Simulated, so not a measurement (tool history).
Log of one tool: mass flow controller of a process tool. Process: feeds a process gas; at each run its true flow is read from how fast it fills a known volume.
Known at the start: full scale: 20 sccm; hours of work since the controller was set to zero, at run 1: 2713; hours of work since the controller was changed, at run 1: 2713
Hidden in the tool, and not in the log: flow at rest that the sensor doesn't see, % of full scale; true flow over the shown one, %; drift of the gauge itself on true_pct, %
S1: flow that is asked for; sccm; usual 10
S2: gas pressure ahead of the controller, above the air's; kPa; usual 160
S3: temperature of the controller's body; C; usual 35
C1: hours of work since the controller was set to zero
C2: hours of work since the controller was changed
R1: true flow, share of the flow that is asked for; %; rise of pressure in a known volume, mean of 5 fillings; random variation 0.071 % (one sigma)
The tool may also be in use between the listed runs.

{"run": 1, "day": 0.0, "S1": 10, "S2": 160, "S3": 35, "C1": 2713, "C2": 2713, "R1": 100.29}
{"run": 2, "day": 4.5, "S1": 10, "S2": 160, "S3": 35, "C1": 2783, "C2": 2783, "R1": 100.44}
{"run": 3, "day": 9.8, "S1": 10, "S2": 160, "S3": 35, "C1": 2866, "C2": 2866, "R1": 100.59}
{"run": 4, "day": 13.246, "S1": 10, "S2": 160, "S3": 35, "C1": 2920, "C2": 2920, "R1": 100.5}
{"run": 5, "day": 20.971, "S1": 10, "S2": 160, "S3": 35, "C1": 3041, "C2": 3041, "R1": 100.43}
{"run": 6, "day": 25.225, "S1": 10, "S2": 191, "S3": 35, "C1": 3107, "C2": 3107, "R1": 100.33}
{"run": 7, "day": 30.517, "S1": 10, "S2": 160, "S3": 35, "C1": 3190, "C2": 3190, "R1": 100.66}
{"run": 8, "day": 37.067, "S1": 10, "S2": 160, "S3": 35, "C1": 3292, "C2": 3292, "R1": 100.75}
{"run": 9, "day": 44.217, "S1": 10, "S2": 160, "S3": 35, "C1": 3404, "C2": 3404, "R1": 100.9}
{"run": 10, "day": 48.133, "S1": 10, "S2": 177, "S3": 35, "C1": 3465, "C2": 3465, "R1": 100.74}
{"run": 11, "day": 51.908, "S1": 10, "S2": 177, "S3": 35, "C1": 3524, "C2": 3524, "R1": 100.77}
{"run": 12, "day": 60.325, "S1": 10, "S2": 160, "S3": 35, "C1": 3656, "C2": 3656, "R1": 101.06}
{"run": 13, "day": 68.017, "S1": 10, "S2": 160, "S3": 35, "C1": 3776, "C2": 3776, "R1": 101.08}
{"run": 14, "day": 74.267, "S1": 10, "S2": 240, "S3": 35, "C1": 3874, "C2": 3874, "R1": 100.68}
{"run": 15, "day": 78.967, "S1": 10, "S2": 160, "S3": 35, "C1": 3948, "C2": 3948, "R1": 101.2}
{"day": 81.746, "done": "gauge calibrated"}
{"run": 16, "day": 84.242, "S1": 10, "S2": 160, "S3": 35, "C1": 4030, "C2": 4030, "R1": 100.34}
{"run": 17, "day": 90.7, "S1": 10, "S2": 160, "S3": 35, "C1": 4131, "C2": 4131, "R1": 100.39}
{"run": 18, "day": 95.779, "S1": 10, "S2": 160, "S3": 35, "C1": 4210, "C2": 4210, "R1": 100.49}
{"run": 19, "day": 101.117, "S1": 10, "S2": 160, "S3": 35, "C1": 4294, "C2": 4294, "R1": 100.5}
{"run": 20, "day": 105.883, "S1": 10, "S2": 160, "S3": 35, "C1": 4369, "C2": 4369, "R1": 100.46}
{"run": 21, "day": 110.567, "S1": 10, "S2": 160, "S3": 35, "C1": 4442, "C2": 4442, "R1": 100.74}
{"run": 22, "day": 118.417, "S1": 10, "S2": 154, "S3": 35, "C1": 4565, "C2": 4565, "R1": 100.68}
{"day": 123.767, "done": "controller's zero set anew"}
{"run": 23, "day": 123.767, "S1": 10, "S2": 154, "S3": 35, "C1": 0, "C2": 4648, "R1": 100.84}
{"run": 24, "day": 131.288, "S1": 10, "S2": 154, "S3": 35, "C1": 118, "C2": 4765, "R1": 100.9}
{"run": 25, "day": 136.612, "S1": 11, "S2": 154, "S3": 30, "C1": 201, "C2": 4849, "R1": 100.85}
{"run": 26, "day": 144.196, "S1": 8, "S2": 228, "S3": 39, "C1": 319, "C2": 4967, "R1": 100.48}
{"run": 27, "day": 150.858, "S1": 6, "S2": 257, "S3": 24, "C1": 424, "C2": 5072, "R1": 99.79}
{"run": 28, "day": 155.7, "S1": 6, "S2": 218, "S3": 35, "C1": 499, "C2": 5147, "R1": 100.58}
{"run": 29, "day": 161.638, "S1": 16, "S2": 166, "S3": 23, "C1": 592, "C2": 5240, "R1": 101.13}
{"run": 30, "day": 166.1, "S1": 12, "S2": 180, "S3": 26, "C1": 662, "C2": 5310, "R1": 100.93}
{"run": 31, "day": 172.004, "S1": 13, "S2": 204, "S3": 26, "C1": 754, "C2": 5402, "R1": 100.84}
{"run": 32, "day": 180.279, "S1": 13, "S2": 204, "S3": 26, "C1": 884, "C2": 5532, "R1": 101.12}
{"run": 33, "day": 187.908, "S1": 13, "S2": 204, "S3": 26, "C1": 1003, "C2": 5651, "R1": 101.13}
{"run": 34, "day": 195.554, "S1": 13, "S2": 243, "S3": 23, "C1": 1123, "C2": 5770, "R1": 100.67}
{"run": 35, "day": 201.471, "S1": 13, "S2": 211, "S3": 23, "C1": 1215, "C2": 5863, "R1": 101.04}
{"run": 36, "day": 205.679, "S1": 10, "S2": 158, "S3": 38, "C1": 1281, "C2": 5929, "R1": 102.05}
{"run": 37, "day": 209.946, "S1": 12, "S2": 240, "S3": 35, "C1": 1348, "C2": 5995, "R1": 101.44}
{"run": 38, "day": 213.979, "S1": 12, "S2": 240, "S3": 35, "C1": 1411, "C2": 6059, "R1": 101.54}
{"run": 39, "day": 217.8, "S1": 10, "S2": 150, "S3": 35, "C1": 1470, "C2": 6118, "R1": 102.02}
{"run": 40, "day": 225.229, "S1": 10, "S2": 150, "S3": 35, "C1": 1587, "C2": 6234, "R1": 102.23}
{"run": 41, "day": 228.908, "S1": 6, "S2": 143, "S3": 28, "C1": 1644, "C2": 6292, "R1": 101.79}
{"run": 42, "day": 234.496, "S1": 3, "S2": 246, "S3": 28, "C1": 1732, "C2": 6379, "R1": 101.01}
{"run": 43, "day": 241.225, "S1": 11, "S2": 196, "S3": 34, "C1": 1837, "C2": 6485, "R1": 102.04}
{"run": 44, "day": 246.129, "S1": 12, "S2": 196, "S3": 35, "C1": 1913, "C2": 6561, "R1": 102.28}
{"run": 45, "day": 254.092, "S1": 5, "S2": 279, "S3": 21, "C1": 2038, "C2": 6686, "R1": 100.91}
{"run": 46, "day": 261.367, "S1": 11, "S2": 279, "S3": 21, "C1": 2152, "C2": 6800, "R1": 101.27}

Forecast run 47:
{"run": 47, "day": 268.642, "S1": 3, "S2": 269, "S3": 37, "C1": 2266, "C2": 6913, "R1": "?"}

{"run 47": {"R1": 101.67}}
Without the tool's hidden state the same run would have given R1 99.23 %.

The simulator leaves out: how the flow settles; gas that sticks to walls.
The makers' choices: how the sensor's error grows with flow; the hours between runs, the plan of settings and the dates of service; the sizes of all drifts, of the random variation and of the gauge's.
